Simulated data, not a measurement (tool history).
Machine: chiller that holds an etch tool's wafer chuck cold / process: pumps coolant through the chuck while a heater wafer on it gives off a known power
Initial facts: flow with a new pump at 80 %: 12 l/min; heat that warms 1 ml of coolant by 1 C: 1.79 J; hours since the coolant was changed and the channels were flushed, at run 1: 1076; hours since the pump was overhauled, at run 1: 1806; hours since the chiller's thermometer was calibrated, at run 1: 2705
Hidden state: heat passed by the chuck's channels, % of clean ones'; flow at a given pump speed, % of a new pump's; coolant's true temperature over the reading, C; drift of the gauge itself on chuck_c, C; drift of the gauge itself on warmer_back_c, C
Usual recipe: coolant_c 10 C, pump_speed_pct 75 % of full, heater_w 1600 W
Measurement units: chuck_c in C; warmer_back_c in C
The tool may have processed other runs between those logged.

run	hour	coolant_c	pump_speed_pct	heater_w	hours since the coolant was changed and the channels were flushed	hours since the pump was overhauled	hours since the chiller's thermometer was calibrated	chuck_c	warmer_back_c
1	0.0	10	75	1600	1076	1806	2705	22.8	4.73
2	78.3	19	75	1600	1155	1885	2783	31.6	4.79
3	167.0	10	75	1600	1243	1973	2872	22.7	4.83
4	240.8	10	75	1600	1317	2047	2945	22.6	4.79
# hour 289.8: chiller's thermometer calibrated
5	302.1	10	75	1600	1377	2107	12	22.6	4.76
6	378.8	10	75	1600	1454	2184	89	22.8	4.75
7	428.1	10	75	2063	1503	2233	138	26.3	6.10
8	485.9	10	75	1600	1561	2291	196	22.5	4.83
9	556.0	16	75	1600	1631	2361	266	28.8	4.75
10	632.1	16	75	1600	1707	2437	342	28.7	4.76
11	684.4	2	75	1600	1760	2490	395	14.9	4.82
12	738.3	2	75	1600	1813	2544	449	14.6	4.81
13	793.1	2	75	1600	1868	2598	503	14.7	4.79
14	865.8	10	98	1600	1941	2671	576	20.2	3.68
15	919.3	16	98	1600	1995	2725	630	26.3	3.66
16	974.5	16	98	1600	2050	2780	685	26.2	3.62
17	1051.3	16	98	1600	2126	2857	762	26.2	3.68
18	1137.8	10	82	1600	2213	2943	848	21.8	4.39
19	1210.6	10	82	1600	2286	3016	921	21.8	4.34
20	1276.7	10	82	1600	2352	3082	987	21.9	4.36
21	1351.8	10	61	1600	2427	3157	1062	25.1	5.93
22	1443.2	1	71	1600	2518	3249	1153	14.3	5.11
23	1527.3	4	86	1888	2602	3333	1237	17.3	4.89
24	1566.2	18	83	872	2641	3372	1276	24.2	2.30
25	1640.4	4	82	1389	2716	3446	1351	14.2	3.69
26	1716.1	19	94	1515	2791	3521	1426	29.2	3.59
27	1789.0	10	77	1010	2864	3594	1499	18.0	2.94
28	1853.9	10	77	1010	2929	3659	1564	17.8	2.93
29	1946.5	10	81	1738	3022	3752	1657	22.8	4.76
30	2021.2	18	81	1940	3096	3827	1731	32.3	5.42
31	2113.7	18	81	1940	3189	3919	1824	32.4	5.38

What differs in the tool's unlogged condition from the final listed run ahead of each entry between runs to the first listed run following it?
Runs 4 to 5: chiller's thermometer calibrated (hour 289.8)
  coolant's true temperature over the reading, C: 0.01 -> 0
